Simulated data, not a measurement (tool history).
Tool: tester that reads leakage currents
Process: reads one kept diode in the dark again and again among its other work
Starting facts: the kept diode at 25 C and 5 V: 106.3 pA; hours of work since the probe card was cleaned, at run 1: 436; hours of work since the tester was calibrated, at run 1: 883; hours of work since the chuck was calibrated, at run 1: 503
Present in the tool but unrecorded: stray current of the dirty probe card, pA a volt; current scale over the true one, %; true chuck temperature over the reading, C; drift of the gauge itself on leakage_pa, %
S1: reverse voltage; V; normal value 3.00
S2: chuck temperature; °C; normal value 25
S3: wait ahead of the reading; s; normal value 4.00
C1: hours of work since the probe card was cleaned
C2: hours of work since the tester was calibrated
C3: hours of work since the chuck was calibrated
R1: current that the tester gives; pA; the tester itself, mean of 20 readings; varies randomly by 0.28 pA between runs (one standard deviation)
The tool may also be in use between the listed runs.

run	hour	S1	S2	S3	C1	C2	C3	R1
1	0.0	3.00	25	4.00	436	883	503	87.13
2	38.0	3.00	25	4.00	457	905	525	87.23
3	62.6	3.00	25	4.00	471	919	539	86.93
4	99.8	3.00	25	4.00	493	940	560	86.99
5	118.4	3.00	25	4.00	503	951	571	87.06
6	139.0	3.00	25	4.00	515	963	583	86.51
7	162.8	3.00	25	4.00	529	976	596	86.77
8	183.1	3.00	25	4.00	541	988	608	86.56
9	206.5	3.00	25	0.34	554	1001	621	87.82
10	249.8	3.00	25	3.57	579	1026	646	86.48
11	271.1	3.00	25	3.57	591	1038	659	86.73
12	307.1	3.00	25	3.57	612	1059	679	86.53
13	338.0	3.00	25	3.57	630	1077	697	85.47
14	377.0	3.00	25	3.57	652	1099	719	85.74
# hour 382.9: chuck's temperature calibrated
15	410.4	3.00	25	3.57	670	1117	16	92.01
16	448.9	3.00	25	4.00	692	1139	38	92.26
17	486.0	3.00	25	4.00	713	1161	59	91.46
18	527.0	1.66	25	4.00	737	1184	83	76.01
19	570.4	1.66	25	4.00	762	1209	108	76.03
20	606.9	3.38	25	4.00	783	1230	129	94.38
21	636.8	1.99	40	0.41	800	1247	146	317.07
22	658.9	1.99	40	0.41	813	1260	158	318.34
23	699.9	3.82	25	4.00	836	1283	182	98.34
24	723.5	3.82	25	4.00	850	1297	196	97.54
25	765.2	3.70	37	4.00	874	1321	219	293.67
26	801.9	3.00	28	3.96	895	1342	241	120.55
27	832.0	3.00	28	3.96	912	1359	258	119.71

Run 28, settings as shown, results not yet in. Your forecast:
28	850.4	12.89	31	1.62	923	1370	268	?

Run 28 gave R1 249.89 pA.
Without the tool's hidden state the same run would have given R1 251.73 pA.
